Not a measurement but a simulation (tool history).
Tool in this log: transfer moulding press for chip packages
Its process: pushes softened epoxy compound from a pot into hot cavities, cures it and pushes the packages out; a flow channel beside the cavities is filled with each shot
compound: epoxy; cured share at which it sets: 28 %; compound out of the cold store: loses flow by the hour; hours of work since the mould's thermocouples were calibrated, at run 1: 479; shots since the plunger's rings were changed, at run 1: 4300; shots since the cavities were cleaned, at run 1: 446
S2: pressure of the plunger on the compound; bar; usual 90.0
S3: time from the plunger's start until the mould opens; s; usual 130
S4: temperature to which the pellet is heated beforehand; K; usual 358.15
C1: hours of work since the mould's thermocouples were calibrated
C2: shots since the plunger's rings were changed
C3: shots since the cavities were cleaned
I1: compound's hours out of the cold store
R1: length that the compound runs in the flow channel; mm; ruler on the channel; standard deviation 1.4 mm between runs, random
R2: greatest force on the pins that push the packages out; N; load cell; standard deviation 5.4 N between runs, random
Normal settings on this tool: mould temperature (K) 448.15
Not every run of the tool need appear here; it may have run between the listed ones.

{"run": 1, "hour": 0.0, "mould temperature (K)": 448.15, "S2": 90.0, "S3": 130, "S4": 358.15, "C1": 479, "C2": 4300, "C3": 446, "I1": 39.6, "R1": 543, "R2": 178}
{"run": 2, "hour": 38.6, "mould temperature (K)": 448.15, "S2": 90.0, "S3": 130, "S4": 358.15, "C1": 505, "C2": 4663, "C3": 809, "I1": 44.4, "R1": 528, "R2": 181}
{"hour": 52.9, "done": "cavities cleaned with cleaning compound and waxed"}
{"run": 3, "hour": 77.9, "mould temperature (K)": 448.15, "S2": 90.0, "S3": 147, "S4": 358.15, "C1": 531, "C2": 5018, "C3": 235, "I1": 28.7, "R1": 579, "R2": 170}
{"run": 4, "hour": 108.2, "mould temperature (K)": 448.15, "S2": 90.0, "S3": 147, "S4": 358.15, "C1": 552, "C2": 5302, "C3": 519, "I1": 38.6, "R1": 547, "R2": 170}
{"hour": 129.0, "done": "plunger's sealing rings changed"}
{"run": 5, "hour": 147.5, "mould temperature (K)": 448.15, "S2": 90.0, "S3": 147, "S4": 358.15, "C1": 577, "C2": 173, "C3": 865, "I1": 44.5, "R1": 530, "R2": 173}
{"hour": 155.3, "done": "cavities cleaned with cleaning compound and waxed"}
{"run": 6, "hour": 180.3, "mould temperature (K)": 448.15, "S2": 90.0, "S3": 147, "S4": 358.15, "C1": 599, "C2": 467, "C3": 234, "I1": 40.5, "R1": 542, "R2": 172}
{"run": 7, "hour": 216.5, "mould temperature (K)": 448.15, "S2": 90.0, "S3": 130, "S4": 359.15, "C1": 623, "C2": 808, "C3": 575, "I1": 45.8, "R1": 524, "R2": 183}
{"run": 8, "hour": 242.9, "mould temperature (K)": 448.15, "S2": 90.0, "S3": 130, "S4": 359.15, "C1": 641, "C2": 1056, "C3": 823, "I1": 9.4, "R1": 656, "R2": 191}
{"hour": 255.5, "done": "cavities cleaned with cleaning compound and waxed"}
{"hour": 264.1, "done": "mould's thermocouples calibrated"}
{"run": 9, "hour": 287.0, "mould temperature (K)": 448.15, "S2": 90.0, "S3": 130, "S4": 354.15, "C1": 16, "C2": 1437, "C3": 277, "I1": 32.4, "R1": 569, "R2": 193}
{"run": 10, "hour": 319.1, "mould temperature (K)": 448.15, "S2": 90.0, "S3": 130, "S4": 354.15, "C1": 38, "C2": 1738, "C3": 578, "I1": 10.9, "R1": 647, "R2": 209}
{"run": 11, "hour": 349.8, "mould temperature (K)": 448.15, "S2": 90.0, "S3": 130, "S4": 354.15, "C1": 59, "C2": 2027, "C3": 867, "I1": 23.5, "R1": 602, "R2": 197}
{"hour": 357.9, "done": "cavities cleaned with cleaning compound and waxed"}
{"run": 12, "hour": 377.4, "mould temperature (K)": 448.15, "S2": 90.0, "S3": 130, "S4": 354.15, "C1": 77, "C2": 2272, "C3": 183, "I1": 12.7, "R1": 641, "R2": 189}
{"run": 13, "hour": 415.4, "mould temperature (K)": 448.15, "S2": 90.0, "S3": 130, "S4": 358.15, "C1": 103, "C2": 2629, "C3": 540, "I1": 38.2, "R1": 551, "R2": 183}
{"run": 14, "hour": 444.4, "mould temperature (K)": 444.15, "S2": 90.0, "S3": 130, "S4": 358.15, "C1": 123, "C2": 2902, "C3": 813, "I1": 21.3, "R1": 613, "R2": 237}
{"hour": 457.6, "done": "cavities cleaned with cleaning compound and waxed"}
{"run": 15, "hour": 468.8, "mould temperature (K)": 448.15, "S2": 90.0, "S3": 123, "S4": 354.15, "C1": 138, "C2": 3117, "C3": 106, "I1": 29.9, "R1": 578, "R2": 195}
{"run": 16, "hour": 508.7, "mould temperature (K)": 442.15, "S2": 91.1, "S3": 157, "S4": 360.15, "C1": 166, "C2": 3492, "C3": 481, "I1": 24.7, "R1": 609, "R2": 201}
{"run": 17, "hour": 541.4, "mould temperature (K)": 449.15, "S2": 91.1, "S3": 157, "S4": 360.15, "C1": 188, "C2": 3799, "C3": 788, "I1": 47.7, "R1": 522, "R2": 163}
{"hour": 556.8, "done": "cavities cleaned with cleaning compound and waxed"}
{"run": 18, "hour": 587.0, "mould temperature (K)": 449.15, "S2": 91.1, "S3": 157, "S4": 360.15, "C1": 218, "C2": 4213, "C3": 284, "I1": 19.3, "R1": 617, "R2": 175}
{"run": 19, "hour": 625.9, "mould temperature (K)": 450.15, "S2": 88.8, "S3": 137, "S4": 361.15, "C1": 245, "C2": 4578, "C3": 649, "I1": 19.4, "R1": 608, "R2": 162}
{"run": 20, "hour": 652.9, "mould temperature (K)": 454.15, "S2": 92.4, "S3": 133, "S4": 358.15, "C1": 263, "C2": 4833, "C3": 904, "I1": 22.5, "R1": 602, "R2": 167}
{"hour": 658.0, "done": "cavities cleaned with cleaning compound and waxed"}
{"run": 21, "hour": 677.0, "mould temperature (K)": 456.15, "S2": 90.0, "S3": 153, "S4": 358.15, "C1": 279, "C2": 5044, "C3": 178, "I1": 43.7, "R1": 522, "R2": 161}
{"run": 22, "hour": 704.7, "mould temperature (K)": 445.15, "S2": 70.4, "S3": 152, "S4": 366.15, "C1": 298, "C2": 5305, "C3": 439, "I1": 33.5, "R1": 502, "R2": 187}
{"hour": 726.9, "done": "plunger's sealing rings changed"}
{"run": 23, "hour": 745.2, "mould temperature (K)": 446.15, "S2": 101.3, "S3": 114, "S4": 367.15, "C1": 324, "C2": 171, "C3": 795, "I1": 20.8, "R1": 650, "R2": 253}
{"hour": 761.1, "done": "cavities cleaned with cleaning compound and waxed"}
{"run": 24, "hour": 792.1, "mould temperature (K)": 454.15, "S2": 90.0, "S3": 130, "S4": 362.15, "C1": 355, "C2": 598, "C3": 291, "I1": 14.3, "R1": 627, "R2": 165}
{"run": 25, "hour": 818.9, "mould temperature (K)": 448.15, "S2": 80.5, "S3": 130, "S4": 358.15, "C1": 373, "C2": 850, "C3": 543, "I1": 22.0, "R1": 573, "R2": 191}
{"run": 26, "hour": 847.9, "mould temperature (K)": 454.15, "S2": 90.0, "S3": 158, "S4": 361.15, "C1": 393, "C2": 1123, "C3": 816, "I1": 38.1, "R1": 544, "R2": 166}
{"hour": 861.1, "done": "cavities cleaned with cleaning compound and waxed"}
{"run": 27, "hour": 871.8, "mould temperature (K)": 454.15, "S2": 90.0, "S3": 158, "S4": 361.15, "C1": 408, "C2": 1333, "C3": 101, "I1": 44.4, "R1": 522, "R2": 163}

4 ways to go on from here, each from the tool as it stands after run 27. What would each give?
{"run": "A", "hour": 895.7, "mould temperature (K)": 454.15, "S2": 90.0, "S3": 158, "S4": 363.15, "C1": 425, "C2": 1558, "C3": 326, "I1": 22.0, "R1": "?", "R2": "?"}
{"run": "B", "hour": 895.7, "mould temperature (K)": 448.15, "S2": 71.7, "S3": 162, "S4": 361.15, "C1": 425, "C2": 1558, "C3": 326, "I1": 33.4, "R1": "?", "R2": "?"}
{"run": "C", "hour": 895.7, "mould temperature (K)": 448.15, "S2": 68.3, "S3": 113, "S4": 365.15, "C1": 425, "C2": 1558, "C3": 326, "I1": 45.9, "R1": "?", "R2": "?"}
{"run": "D", "hour": 895.7, "mould temperature (K)": 453.15, "S2": 90.0, "S3": 158, "S4": 361.15, "C1": 425, "C2": 1558, "C3": 326, "I1": 17.6, "R1": "?", "R2": "?"}

run=A R1=597 R2=162
run=B R1=506 R2=168
run=C R1=455 R2=212
run=D R1=617 R2=172
What these runs would have given with no unlogged condition in the tool:
run=A R1=597 R2=160
run=B R1=506 R2=166
run=C R1=455 R2=210
run=D R1=617 R2=170
